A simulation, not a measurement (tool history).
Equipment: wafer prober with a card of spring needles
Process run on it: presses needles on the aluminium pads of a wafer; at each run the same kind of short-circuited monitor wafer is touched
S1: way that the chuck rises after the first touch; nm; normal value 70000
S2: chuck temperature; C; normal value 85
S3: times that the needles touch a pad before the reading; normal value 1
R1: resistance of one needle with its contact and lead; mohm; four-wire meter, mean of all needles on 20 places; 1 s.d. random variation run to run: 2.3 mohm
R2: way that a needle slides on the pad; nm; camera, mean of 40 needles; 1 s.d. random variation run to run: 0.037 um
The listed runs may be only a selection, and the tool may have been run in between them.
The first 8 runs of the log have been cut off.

run   hour     S1  S2  S3   R1     R2
      95.2  -- tips cleaned on abrasive film
     111.5  -- tips cleaned on abrasive film
  9  112.3  70000  85   2  266   9350
     128.6  -- tips cleaned on abrasive film
 10  131.4  70000  85   2  264   9350
     146.5  -- tips cleaned on abrasive film
 11  146.6  70000  44   1  245   9370
 12  159.1  70000  44   1  274   9340
     163.1  -- tips cleaned on abrasive film
 13  169.8  70000  85   1  279   9350
     179.4  -- tips cleaned on abrasive film
 14  181.3  70000  85   1  264   9380
 15    195  70000  85   1  288   9300
     196.7  -- tips cleaned on abrasive film
 16  208.6  70000  85   1  291   9270
     213.7  -- tips cleaned on abrasive film
 17  218.8  70000  85   2  267   9350
       231  -- tips cleaned on abrasive film
 18  235.9  67000  52   1  268   8920
     247.8  -- tips cleaned on abrasive film
 19  254.6  69000  40   1  263   9130
 20  263.6  69000  40   1  274   9150
     264.6  -- tips cleaned on abrasive film
     281.1  -- tips cleaned on abrasive film
 21  282.5  69000  40   1  253   9100
     297.9  -- tips cleaned on abrasive film
 22  300.7  50000  37   1  271   6500
     314.6  -- tips cleaned on abrasive film
 23  314.8  57000  36   1  252   7520
 24    326  57000  40   1  289   7430
     330.9  -- tips cleaned on abrasive film
 25  337.9  57000  40   1  275   7530
     348.1  -- tips cleaned on abrasive film
 26  353.3  56000  55   2  265   7290
       355  -- height of the first contact set anew
       366  -- tips cleaned on abrasive film
 27  369.3  56000  55   2  261   7610
 28  380.3  56000  55   2  276   7600
     382.5  -- tips cleaned on abrasive film
 29  397.7  64000  37   1  281   8620
     399.1  -- tips cleaned on abrasive film
 30  413.8  70000  71   1  285   9450
     416.1  -- tips cleaned on abrasive film
 31  421.7  78000  71   2  263  10470
 32  430.6  54000  85   1  303   7260

Predict each of these 4 candidate next runs independently; none follows another, all start after run 32:
     432.5  -- tips cleaned on abrasive film
  A  440.4  59000  54   1   ?   ?
     432.5  -- tips cleaned on abrasive film
  B  440.4  78000  49   3   ?   ?
     432.5  -- tips cleaned on abrasive film
  C  440.4  50000  80   1   ?   ?
     432.5  -- tips cleaned on abrasive film
  D  440.4  90000  39   1   ?   ?

run   R1     R2
  A  279   7950
  B  258  10460
  C  300   6710
  D  267  12080
With the hidden condition removed and each run's random variation left untouched, the same runs would have given:
run   R1     R2
  A  247   8000
  B  250  10510
  C  260   6760
  D  245  12130
